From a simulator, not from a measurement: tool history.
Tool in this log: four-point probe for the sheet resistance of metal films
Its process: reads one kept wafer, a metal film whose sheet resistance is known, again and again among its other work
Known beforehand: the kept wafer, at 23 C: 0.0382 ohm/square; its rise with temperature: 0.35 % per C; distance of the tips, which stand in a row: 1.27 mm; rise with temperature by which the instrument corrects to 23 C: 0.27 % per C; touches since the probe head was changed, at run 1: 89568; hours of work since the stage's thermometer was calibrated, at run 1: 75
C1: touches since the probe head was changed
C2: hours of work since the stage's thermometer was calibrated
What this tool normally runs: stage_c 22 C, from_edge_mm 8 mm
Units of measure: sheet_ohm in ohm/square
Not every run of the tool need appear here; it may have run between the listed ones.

Run 1, day 0.000: usual settings; C1 89568; C2 75. Result: sheet_ohm 0.038851 ohm/square.
Run 2, day 2.725: usual settings; C1 91648; C2 110. Result: sheet_ohm 0.038841 ohm/square.
Run 3, day 5.642: usual settings; C1 93878; C2 146. Result: sheet_ohm 0.038855 ohm/square.
Run 4, day 8.858: usual settings but from_edge_mm 51 mm; C1 96337; C2 187. Result: sheet_ohm 0.038352 ohm/square.
Run 5, day 12.121: usual settings but from_edge_mm 39 mm; C1 98829; C2 228. Result: sheet_ohm 0.038359 ohm/square.
Run 6, day 14.554: usual settings but stage_c 23 C, from_edge_mm 39 mm; C1 100687; C2 259. Result: sheet_ohm 0.038382 ohm/square.
Run 7, day 16.754: usual settings but stage_c 23 C, from_edge_mm 28 mm; C1 102367; C2 287. Result: sheet_ohm 0.038423 ohm/square.
Run 8, day 18.854: usual settings but stage_c 23 C, from_edge_mm 28 mm; C1 103972; C2 314. Result: sheet_ohm 0.038431 ohm/square.
At day 19.112: stage's thermometer calibrated.
Run 9, day 22.000: usual settings but stage_c 23 C, from_edge_mm 28 mm; C1 106360; C2 37. Result: sheet_ohm 0.038426 ohm/square.
Run 10, day 24.021: usual settings but stage_c 23 C, from_edge_mm 28 mm; C1 107901; C2 62. Result: sheet_ohm 0.038427 ohm/square.
Run 11, day 26.942: usual settings but stage_c 25 C, from_edge_mm 33 mm; C1 110134; C2 99. Result: sheet_ohm 0.038488 ohm/square.
Run 12, day 29.517: usual settings but stage_c 18 C, from_edge_mm 16 mm; C1 112101; C2 132. Result: sheet_ohm 0.038369 ohm/square.
Run 13, day 31.288: usual settings but stage_c 21 C; C1 113454; C2 154. Result: sheet_ohm 0.038863 ohm/square.
At day 31.846: stage's thermometer calibrated, once more.
Run 14, day 32.983: usual settings but stage_c 21 C; C1 114732; C2 14. Result: sheet_ohm 0.038873 ohm/square.
Run 15, day 36.058: usual settings but stage_c 21 C; C1 117082; C2 53. Result: sheet_ohm 0.038861 ohm/square.
Run 16, day 39.892: usual settings but stage_c 21 C; C1 120011; C2 102. Result: sheet_ohm 0.038893 ohm/square.
Run 17, day 42.742: usual settings but stage_c 21 C; C1 122187; C2 138. Result: sheet_ohm 0.038890 ohm/square.
Run 18, day 46.733: usual settings but stage_c 29 C, from_edge_mm 15 mm; C1 125238; C2 188. Result: sheet_ohm 0.038781 ohm/square.
Run 19, day 49.292: usual settings but stage_c 29 C, from_edge_mm 15 mm; C1 127193; C2 221. Result: sheet_ohm 0.038799 ohm/square.
Run 20, day 52.317: usual settings but stage_c 27 C, from_edge_mm 36 mm; C1 129501; C2 259. Result: sheet_ohm 0.038613 ohm/square.

Alternative continuations, all from the tool just after run 20; predict every row:
Run A, day 55.633: usual settings but stage_c 33 C, from_edge_mm 4 mm; C1 132037; C2 301. Result: sheet_ohm ?.
Run B, day 55.633: usual settings but stage_c 24 C, from_edge_mm 7 mm; C1 132037; C2 301. Result: sheet_ohm ?.
Run C, day 55.633: usual settings but stage_c 21 C; C1 132037; C2 301. Result: sheet_ohm ?.
Run D, day 55.633: usual settings but stage_c 18 C, from_edge_mm 15 mm; C1 132037; C2 301. Result: sheet_ohm ?.

run  sheet_ohm
  A   0.040758
  B   0.039169
  C   0.038914
  D   0.038433
The same runs, with their run-to-run variation unchanged, on a tool lacking any hidden condition would have given:
run  sheet_ohm
  A   0.040483
  B   0.038904
  C   0.038651
  D   0.038172
